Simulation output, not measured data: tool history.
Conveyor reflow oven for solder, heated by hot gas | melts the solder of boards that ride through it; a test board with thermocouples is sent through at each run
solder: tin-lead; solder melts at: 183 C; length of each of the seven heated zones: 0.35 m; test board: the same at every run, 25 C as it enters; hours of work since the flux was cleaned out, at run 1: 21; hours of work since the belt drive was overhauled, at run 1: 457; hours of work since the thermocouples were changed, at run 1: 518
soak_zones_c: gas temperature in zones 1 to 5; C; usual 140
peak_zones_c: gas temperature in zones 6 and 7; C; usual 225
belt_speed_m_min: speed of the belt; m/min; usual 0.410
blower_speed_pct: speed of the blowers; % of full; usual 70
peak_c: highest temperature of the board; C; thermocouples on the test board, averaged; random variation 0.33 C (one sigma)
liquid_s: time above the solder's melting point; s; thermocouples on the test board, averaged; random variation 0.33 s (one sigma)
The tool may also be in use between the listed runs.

run   hour  soak_zones_c  peak_zones_c  belt_speed_m_min  blower_speed_pct  hours of work since the flux was cleaned out  hours of work since the belt drive was overhauled  hours of work since the thermocouples were changed  peak_c  liquid_s
  1    0.0           140           225             0.410                70                                            21                                                457                                                 518   213.4      76.6
  2   15.9           140           225             0.410                70                                            34                                                470                                                 530   213.5      76.6
  3   41.5           140           225             0.410                70                                            54                                                490                                                 550   212.7      76.5
  4   57.8           140           225             0.410                70                                            66                                                502                                                 563   213.0      75.9
  5   79.6           140           225             0.410                70                                            83                                                519                                                 580   213.2      75.9
  6   92.2           140           225             0.410                70                                            93                                                529                                                 590   212.8      75.8
      98.2  -- belt drive overhauled, speed set with a stopwatch
  7  120.1           140           225             0.410                70                                           112                                                 17                                                 609   212.9      76.2
  8  144.5           140           225             0.410                70                                           131                                                 36                                                 628   212.6      76.1
  9  169.2           140           217             0.410                66                                           150                                                 56                                                 647   204.4      65.2
 10  194.9           129           225             0.410                69                                           170                                                 76                                                 667   210.6      68.4
 11  212.8           140           229             0.410                66                                           184                                                 90                                                 681   215.1      78.5
     234.3  -- belt drive overhauled, speed set with a stopwatch, once more
 12  240.3           140           225             0.458                70                                           203                                                  5                                                 699   208.5      61.4
 13  262.0           128           219             0.337                65                                           220                                                 22                                                 716   207.6      80.3
 14  274.4           128           219             0.337                65                                           229                                                 31                                                 726   208.8      80.0
     294.0  -- flux residue cleaned out of gas plates and filters
 15  296.0           132           238             0.453                81                                             2                                                 44                                                 739   223.0      73.3

Forecast each of these 5 alternatives for the next run:
  A  319.0           132           231             0.453                66                                            19                                                 62                                                 757       ?         ?
  B  319.0           153           238             0.453                81                                            19                                                 62                                                 757       ?         ?
  C  319.0           153           237             0.347                81                                            19                                                 62                                                 757       ?         ?
  D  319.0           145           225             0.467                70                                            19                                                 62                                                 757       ?         ?
  E  319.0           148           238             0.361                81                                            19                                                 62                                                 757       ?         ?

run  peak_c  liquid_s
  A   213.2      63.0
  B   226.2      83.8
  C   229.3     112.8
  D   209.7      63.7
  E   229.5     106.3
Without the tool's hidden state the same runs would have given:
run  peak_c  liquid_s
  A   215.4      65.2
  B   228.4      85.1
  C   231.5     114.0
  D   211.8      65.9
  E   231.7     107.7
